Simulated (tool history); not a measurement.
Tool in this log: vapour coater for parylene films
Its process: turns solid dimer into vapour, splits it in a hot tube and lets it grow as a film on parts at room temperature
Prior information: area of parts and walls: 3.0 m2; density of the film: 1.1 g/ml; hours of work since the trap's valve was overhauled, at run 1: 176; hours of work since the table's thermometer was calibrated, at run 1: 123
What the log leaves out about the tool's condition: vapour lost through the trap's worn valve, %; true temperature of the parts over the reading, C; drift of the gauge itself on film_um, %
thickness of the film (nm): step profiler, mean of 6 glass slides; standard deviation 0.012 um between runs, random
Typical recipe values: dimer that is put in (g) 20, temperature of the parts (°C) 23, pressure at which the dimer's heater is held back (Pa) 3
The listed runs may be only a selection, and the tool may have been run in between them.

run	day	dimer that is put in (g)	temperature of the parts (°C)	pressure at which the dimer's heater is held back (Pa)	hours of work since the trap's valve was overhauled	hours of work since the table's thermometer was calibrated	thickness of the film (nm)
1	0	20	23	3	176	123	3530
2	0.629	20	23	3	187	134	3510
3	1.012	20	24	3	193	140	3380
4	1.692	20	23	3	205	152	3480
5	2.079	29	23	3	211	158	5070
6	2.575	29	23	3	220	167	5040
7	3.067	29	23	3	228	175	5050
8	3.5	36	23	3	235	182	6290
9	4.138	36	23	7.15	246	193	5690
10	4.579	36	23	7.15	253	201	5700
# day 4.783: trap's valve overhauled
11	5.079	20	23	3	5	206	3700
12	5.758	20	23	3	16	218	3690
13	6.242	20	23	2.65	25	226	3710
14	6.942	20	23	10.18	36	238	3210
15	7.529	20	23	10.18	46	248	3210
16	8.054	20	17	10.18	55	256	3960
17	8.783	20	17	10.18	68	269	3990
18	9.142	20	17	10.18	74	275	3950
19	9.625	20	17	10.18	82	283	3960
20	10.125	20	17	10.18	90	291	3940
21	10.538	20	23	2.68	97	298	3680
22	11.192	20	23	2.68	108	309	3670
23	11.808	20	23	8.27	119	320	3220
24	12.133	20	23	8.27	124	325	3210
25	12.471	11	23	5.14	130	331	1880
26	13.088	20	23	5.26	140	341	3350
27	13.479	20	23	5.26	147	348	3370
28	14.167	20	22	2.29	158	360	3790
29	14.754	13	23	3	168	370	2310
30	15.138	8	24	3	175	376	1370
31	15.729	8	21	5.47	185	386	1420
32	16.321	10	26	2.48	195	396	1620
33	16.896	20	23	2.01	205	406	3680
34	17.646	20	23	2.01	217	418	3650
35	18.129	20	23	2.01	225	427	3660
36	18.517	19	18	4.27	232	433	3850
37	18.988	19	18	4.27	240	441	3850
38	19.442	19	18	4.27	248	449	3840
# day 20.046: trap's valve overhauled
39	20.138	19	19	5.34	2	458	3800
40	20.471	25	27	3.78	7	463	3870
41	21.112	25	27	3.78	18	474	3890
42	21.708	11	22	2.28	28	484	2150
43	22.133	20	23	3.96	35	491	3550
44	22.454	20	23	3.96	41	497	3550
45	22.879	25	26	6.31	48	504	3790
46	23.475	19	18	8.49	58	514	3720

Some steps in thickness of the film (nm), run to run, broken into two amounts with sign: the step expected even without the hidden condition (settings, incoming material, random variation), and the rest, left for the hidden condition together with whatever gauge scatter is not in both the measured and the hidden-condition-free result:
Run 10 -> 11: dimer that is put in (g) 36 -> 20, pressure at which the dimer's heater is held back (Pa) 7.15 -> 3, trap's valve overhauled. thickness of the film (nm) -2000: hidden state +350, all else -2350.
Run 32 -> 33: dimer that is put in (g) 10 -> 20, temperature of the parts (°C) 26 -> 23, pressure at which the dimer's heater is held back (Pa) 2.48 -> 2.01. thickness of the film (nm) +2060: hidden state -90, all else +2150.
Run 38 -> 39: temperature of the parts (°C) 18 -> 19, pressure at which the dimer's heater is held back (Pa) 4.27 -> 5.34, trap's valve overhauled. thickness of the film (nm) -40: hidden state +220, all else -260.
Run 41 -> 42: dimer that is put in (g) 25 -> 11, temperature of the parts (°C) 27 -> 22, pressure at which the dimer's heater is held back (Pa) 3.78 -> 2.28. thickness of the film (nm) -1740: hidden state -10, all else -1730.

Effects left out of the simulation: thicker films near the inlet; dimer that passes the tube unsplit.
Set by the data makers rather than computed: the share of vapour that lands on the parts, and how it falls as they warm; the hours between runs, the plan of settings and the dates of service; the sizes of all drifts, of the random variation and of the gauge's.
